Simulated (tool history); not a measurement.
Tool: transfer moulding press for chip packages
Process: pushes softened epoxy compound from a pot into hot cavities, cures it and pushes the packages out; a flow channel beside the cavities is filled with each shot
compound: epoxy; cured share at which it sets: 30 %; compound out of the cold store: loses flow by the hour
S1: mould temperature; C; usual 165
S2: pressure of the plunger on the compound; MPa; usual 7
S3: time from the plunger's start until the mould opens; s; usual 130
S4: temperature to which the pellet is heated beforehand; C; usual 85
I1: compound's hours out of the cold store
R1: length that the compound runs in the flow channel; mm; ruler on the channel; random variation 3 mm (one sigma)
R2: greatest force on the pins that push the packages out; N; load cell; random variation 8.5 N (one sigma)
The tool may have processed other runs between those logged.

Run 1, hour 0: usual settings; I1 19.8. Result: R1 749 mm, R2 526 N.
At hour 28.4: cavities cleaned with cleaning compound and waxed.
Run 2, hour 36.2: usual settings; I1 23.2. Result: R1 730 mm, R2 783 N.
At hour 69.3: cavities cleaned with cleaning compound and waxed.
Run 3, hour 76.6: usual settings but S2 7.8 MPa; I1 9.2. Result: R1 819 mm, R2 460 N.
Run 4, hour 98.1: usual settings but S2 7.8 MPa; I1 20.2. Result: R1 776 mm, R2 597 N.
At hour 112.2: cavities cleaned with cleaning compound and waxed.
Run 5, hour 129.8: usual settings but S1 168 C; I1 22.1. Result: R1 718 mm, R2 512 N.
At hour 152.1: cavities cleaned with cleaning compound and waxed.
Run 6, hour 181.5: usual settings but S1 168 C; I1 34.7. Result: R1 674 mm, R2 569 N.
At hour 191.8: cavities cleaned with cleaning compound and waxed.
Run 7, hour 219.2: usual settings but S1 168 C; I1 35.5. Result: R1 670 mm, R2 565 N.
At hour 227.5: cavities cleaned with cleaning compound and waxed, once more.
Run 8, hour 258.9: usual settings; I1 19.8. Result: R1 726 mm, R2 607 N.
At hour 270.9: cavities cleaned with cleaning compound and waxed.
At hour 287.5: mould's thermocouples calibrated.
Run 9, hour 291.5: usual settings; I1 35. Result: R1 674 mm, R2 510 N.
At hour 315.2: cavities cleaned with cleaning compound and waxed.
Run 10, hour 340.3: usual settings; I1 45.3. Result: R1 637 mm, R2 542 N.
At hour 356.1: cavities cleaned with cleaning compound and waxed.
Run 11, hour 369.8: usual settings; I1 16.1. Result: R1 727 mm, R2 519 N.
At hour 398.8: cavities cleaned with cleaning compound and waxed.
Run 12, hour 411.7: usual settings; I1 33.6. Result: R1 671 mm, R2 498 N.
At hour 423.1: plunger's sealing rings changed.
At hour 441.3: cavities cleaned with cleaning compound and waxed.
Run 13, hour 466.6: usual settings; I1 9.3. Result: R1 793 mm, R2 557 N.
At hour 483.8: cavities cleaned with cleaning compound and waxed.
Run 14, hour 502.2: usual settings but S2 7.02 MPa, S4 91 C; I1 15.7. Result: R1 767 mm, R2 540 N.
At hour 527.5: cavities cleaned with cleaning compound and waxed.
Run 15, hour 530.2: usual settings but S1 170 C, S4 91 C; I1 31.8. Result: R1 692 mm, R2 360 N.
At hour 567.8: cavities cleaned with cleaning compound and waxed.
Run 16, hour 584.2: usual settings but S1 170 C, S2 7.44 MPa, S4 88 C; I1 39.1. Result: R1 692 mm, R2 453 N.
At hour 609.4: cavities cleaned with cleaning compound and waxed.
Run 17, hour 626.5: usual settings but S1 164 C, S2 7.44 MPa, S3 110 s, S4 75 C; I1 21.3. Result: R1 765 mm, R2 693 N.
At hour 650.9: cavities cleaned with cleaning compound and waxed.
Run 18, hour 658.5: usual settings but S1 172 C, S2 8.75 MPa, S3 110 s, S4 77 C; I1 9.7. Result: R1 839 mm, R2 434 N.
Run 19, hour 681.7: usual settings but S1 172 C, S2 8.75 MPa, S3 110 s, S4 84 C; I1 27.6. Result: R1 774 mm, R2 555 N.
At hour 692.2: cavities cleaned with cleaning compound and waxed.
Run 20, hour 720.9: usual settings but S1 172 C, S2 8.75 MPa, S3 110 s, S4 84 C; I1 28.3. Result: R1 764 mm, R2 565 N.
At hour 731.7: cavities cleaned with cleaning compound and waxed.
Run 21, hour 758.3: usual settings but S2 7.19 MPa; I1 9.4. Result: R1 785 mm, R2 579 N.
At hour 773.2: cavities cleaned with cleaning compound and waxed.
Run 22, hour 805.5: usual settings but S1 158 C, S3 135 s; I1 35.7. Result: R1 702 mm, R2 857 N.
At hour 813.4: cavities cleaned with cleaning compound and waxed.
At hour 853.6: cavities cleaned with cleaning compound and waxed.
Run 23, hour 855.8: usual settings but S1 158 C, S3 135 s; I1 29.3. Result: R1 723 mm, R2 559 N.
At hour 893.6: cavities cleaned with cleaning compound and waxed.
Run 24, hour 904.3: usual settings but S1 169 C, S2 8.47 MPa, S3 135 s; I1 12.9. Result: R1 807 mm, R2 427 N.
At hour 933.2: cavities cleaned with cleaning compound and waxed.
Run 25, hour 935: usual settings but S1 169 C, S2 8.47 MPa, S3 135 s; I1 8.2. Result: R1 819 mm, R2 343 N.

3 ways to go on from here, each from the tool as it stands after run 25. What would each give?
Run A, hour 958: usual settings but S2 6.56 MPa; I1 10.7. Result: R1 ?, R2 ?.
Run B, hour 958: usual settings but S4 81 C; I1 35.8. Result: R1 ?, R2 ?.
Run C, hour 958: usual settings but S2 5.35 MPa, S3 129 s; I1 36.7. Result: R1 ?, R2 ?.

run   R1   R2
  A  724  598
  B  673  570
  C  585  575
The same runs, with their run-to-run variation unchanged, on a tool lacking any hidden condition would have given:
run   R1   R2
  A  759  383
  B  705  369
  C  613  369
